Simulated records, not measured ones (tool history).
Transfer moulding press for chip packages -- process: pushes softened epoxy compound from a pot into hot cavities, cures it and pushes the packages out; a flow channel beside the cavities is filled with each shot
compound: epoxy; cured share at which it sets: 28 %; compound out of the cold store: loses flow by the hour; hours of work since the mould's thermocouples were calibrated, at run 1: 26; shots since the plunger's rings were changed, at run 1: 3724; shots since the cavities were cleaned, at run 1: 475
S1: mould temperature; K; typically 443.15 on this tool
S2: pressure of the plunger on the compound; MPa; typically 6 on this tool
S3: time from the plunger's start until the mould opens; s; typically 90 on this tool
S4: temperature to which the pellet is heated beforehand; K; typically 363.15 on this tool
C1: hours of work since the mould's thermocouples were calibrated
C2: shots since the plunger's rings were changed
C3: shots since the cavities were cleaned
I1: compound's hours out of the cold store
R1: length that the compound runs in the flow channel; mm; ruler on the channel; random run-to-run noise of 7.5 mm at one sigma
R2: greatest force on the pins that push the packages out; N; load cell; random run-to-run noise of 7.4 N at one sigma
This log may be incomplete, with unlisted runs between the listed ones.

run   hour      S1    S2   S3      S4   C1    C2   C3    I1   R1   R2
  1      0  443.15     6   90  363.15   26  3724  475    38  802  310
       5.2  -- cavities cleaned with cleaning compound and waxed
  2    7.1  444.15     6   90  363.15   29  3797   25  45.7  770  284
  3   16.6  443.15     6   90  363.15   36  3921  149  46.3  770  306
  4   27.4  443.15     6   90  363.15   44  4061  289  19.1  917  338
  5   35.2  443.15     6   90  363.15   49  4163  391  42.2  782  298
  6   40.8  443.15     6   90  359.15   53  4236  464  29.3  863  316
      46.7  -- cavities cleaned with cleaning compound and waxed
  7     50  443.15     6   90  363.15   58  4337   44  24.4  879  322
  8   56.6  443.15     6   90  363.15   63  4422  129  11.7  962  329
  9   63.7  443.15     6   90  363.15   68  4515  222  29.2  852  315
 10   72.9  443.15     6   90  363.15   74  4634  341    34  820  318
 11   80.5  443.15     6   90  363.15   80  4734  441  47.7  747  295
      88.2  -- cavities cleaned with cleaning compound and waxed
 12   90.7  447.15  6.69   90  363.15   86  4847   32  28.8  881  261
 13  101.3  447.15  6.69   90  363.15   93  4985  170  16.8  963  259
 14  109.7  447.15  6.69   90  363.15   99  5095  280  34.6  869  255
 15    116  450.15  6.48  121  359.15  104  5177  362  24.4  907  232
 16  125.8  443.15  4.73   90  371.15  110  5304  489  29.8  752  311
     129.7  -- plunger's sealing rings changed
     132.5  -- cavities cleaned with cleaning compound and waxed
 17  137.5  443.15  4.73   78  371.15  116    82   65  20.4  800  428
 18  148.2  438.15  4.73   81  354.15  123   222  205  20.3  827  572
 19  155.9  438.15  4.73   81  354.15  129   322  305  35.8  738  547
 20  162.8  438.15  4.73   81  354.15  133   413  396  34.5  741  552
 21  167.8  438.15  4.73   81  354.15  137   477  460  24.7  803  546
     174.3  -- cavities cleaned with cleaning compound and waxed
 22  178.7  440.15  4.73  119  354.15  143   600   58  32.6  752  254

Forecast each of these 3 alternatives for the next run:
  A  187.6  440.15  4.73  119  354.15  150  716  174  22.3   ?   ?
  B  187.6  443.15  5.45   80  370.15  150  716  174  26.8   ?   ?
  C  187.6  442.15  7.09  119  363.15  150  716  174  13.8   ?   ?

run    R1   R2
  A   797  258
  B   839  399
  C  1032  252
Stripped of hidden state, with their random variation kept, the same runs would have yielded:
run    R1   R2
  A   797  257
  B   839  398
  C  1032  251
